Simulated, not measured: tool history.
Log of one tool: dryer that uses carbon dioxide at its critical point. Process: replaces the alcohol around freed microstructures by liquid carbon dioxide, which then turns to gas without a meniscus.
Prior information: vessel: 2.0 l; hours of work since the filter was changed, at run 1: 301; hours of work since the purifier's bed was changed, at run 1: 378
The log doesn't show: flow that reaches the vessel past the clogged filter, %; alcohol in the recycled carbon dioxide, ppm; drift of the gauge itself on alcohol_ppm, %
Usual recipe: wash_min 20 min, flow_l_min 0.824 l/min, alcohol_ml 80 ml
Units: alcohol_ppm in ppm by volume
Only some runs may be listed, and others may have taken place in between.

run	hour	wash_min	flow_l_min	alcohol_ml	hours of work since the filter was changed	hours of work since the purifier's bed was changed	alcohol_ppm
1	0.0	20	0.824	80	301	378	122
2	15.6	20	0.824	80	308	385	127
3	27.7	20	0.824	80	313	390	126
4	36.5	20	0.824	80	317	394	131
5	46.6	20	0.824	87	321	398	131
6	59.1	20	0.845	87	327	403	123
7	70.3	20	0.845	87	332	408	133
8	87.9	20	0.845	71	339	416	124
9	99.9	20	0.845	71	344	421	131
10	114.1	20	0.845	71	351	427	132
11	123.0	20	0.845	71	354	431	134
12	139.4	20	0.695	118	361	438	314
13	160.1	26	0.942	39	370	447	99
14	180.5	26	0.942	39	379	456	102
15	200.0	20	0.793	59	388	464	142
16	208.9	20	0.793	75	391	468	169
17	225.6	20	0.921	45	399	475	114
# hour 236.0: inlet filter changed
18	242.3	18	0.528	102	3	482	923
19	262.1	18	0.528	102	11	491	965
20	277.3	13	0.898	37	18	497	205

Hidden state or all else? Some run-to-run changes of alcohol_ppm, split into what the settings, what came in and random variation would give without the hidden state, and what is left for the hidden state (with any gauge scatter that isn't in both results):
Run 11 -> 12: flow_l_min 0.845 -> 0.695, alcohol_ml 71 -> 118. alcohol_ppm +180 ppm by volume: hidden state +83, all else +97.
Run 12 -> 13: wash_min 20 -> 26, flow_l_min 0.695 -> 0.942, alcohol_ml 118 -> 39. alcohol_ppm -215 ppm by volume: hidden state -101, all else -114.
Run 17 -> 18: wash_min 20 -> 18, flow_l_min 0.921 -> 0.528, alcohol_ml 45 -> 102, inlet filter changed. alcohol_ppm +809 ppm by volume: hidden state +19, all else +790.
Run 19 -> 20: wash_min 18 -> 13, flow_l_min 0.528 -> 0.898, alcohol_ml 102 -> 37. alcohol_ppm -760 ppm by volume: hidden state -27, all else -733.
